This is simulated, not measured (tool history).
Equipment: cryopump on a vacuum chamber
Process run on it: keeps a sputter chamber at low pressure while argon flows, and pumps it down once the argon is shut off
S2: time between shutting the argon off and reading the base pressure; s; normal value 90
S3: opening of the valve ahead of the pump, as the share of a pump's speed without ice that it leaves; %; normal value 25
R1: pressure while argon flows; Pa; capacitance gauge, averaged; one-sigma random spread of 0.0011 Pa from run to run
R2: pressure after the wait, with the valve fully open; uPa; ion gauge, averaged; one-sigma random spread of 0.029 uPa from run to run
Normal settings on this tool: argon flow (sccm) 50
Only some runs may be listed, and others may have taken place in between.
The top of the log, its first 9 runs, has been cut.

Run 10, hour 523: usual settings. Result: R1 0.2593 Pa, R2 2.84 uPa.
Run 11, hour 591.7: usual settings but argon flow (sccm) 20. Result: R1 0.1056 Pa, R2 2.96 uPa.
Run 12, hour 654.3: usual settings but argon flow (sccm) 20. Result: R1 0.1043 Pa, R2 3.07 uPa.
At hour 665.7: pump warmed up, emptied and cooled again.
Run 13, hour 707.2: usual settings but argon flow (sccm) 20. Result: R1 0.0981 Pa, R2 2.6 uPa.
Run 14, hour 750.7: usual settings but argon flow (sccm) 20. Result: R1 0.0984 Pa, R2 2.69 uPa.
Run 15, hour 803.4: usual settings but argon flow (sccm) 20. Result: R1 0.0985 Pa, R2 2.66 uPa.
Run 16, hour 881.3: usual settings but argon flow (sccm) 20. Result: R1 0.0994 Pa, R2 2.79 uPa.
Run 17, hour 917.7: usual settings but argon flow (sccm) 20. Result: R1 0.099 Pa, R2 2.79 uPa.
Run 18, hour 987.5: usual settings but argon flow (sccm) 20. Result: R1 0.1006 Pa, R2 2.79 uPa.
Run 19, hour 1057.1: usual settings but argon flow (sccm) 20. Result: R1 0.0993 Pa, R2 2.73 uPa.
Run 20, hour 1142.7: usual settings but argon flow (sccm) 39, S2 187 s, S3 26 %. Result: R1 0.1866 Pa, R2 2.28 uPa.
Run 21, hour 1218.4: usual settings but argon flow (sccm) 20, S2 187 s, S3 30 %. Result: R1 0.0845 Pa, R2 2.38 uPa.
At hour 1227.1: leaking fittings of the chamber tightened, without venting.
Run 22, hour 1256.7: usual settings but argon flow (sccm) 20, S2 130 s, S3 30 %. Result: R1 0.0846 Pa, R2 1.1 uPa.

Forecast run 23:
Run 23, hour 1298.5: usual settings but argon flow (sccm) 40, S2 97 s. Result: R1 ?, R2 ?.

R1: 0.2022 Pa
R2: 1.42 uPa
On a tool with no hidden condition, and with the same random variation, this run would have come out at R1 0.1948 Pa, R2 1.33 uPa.

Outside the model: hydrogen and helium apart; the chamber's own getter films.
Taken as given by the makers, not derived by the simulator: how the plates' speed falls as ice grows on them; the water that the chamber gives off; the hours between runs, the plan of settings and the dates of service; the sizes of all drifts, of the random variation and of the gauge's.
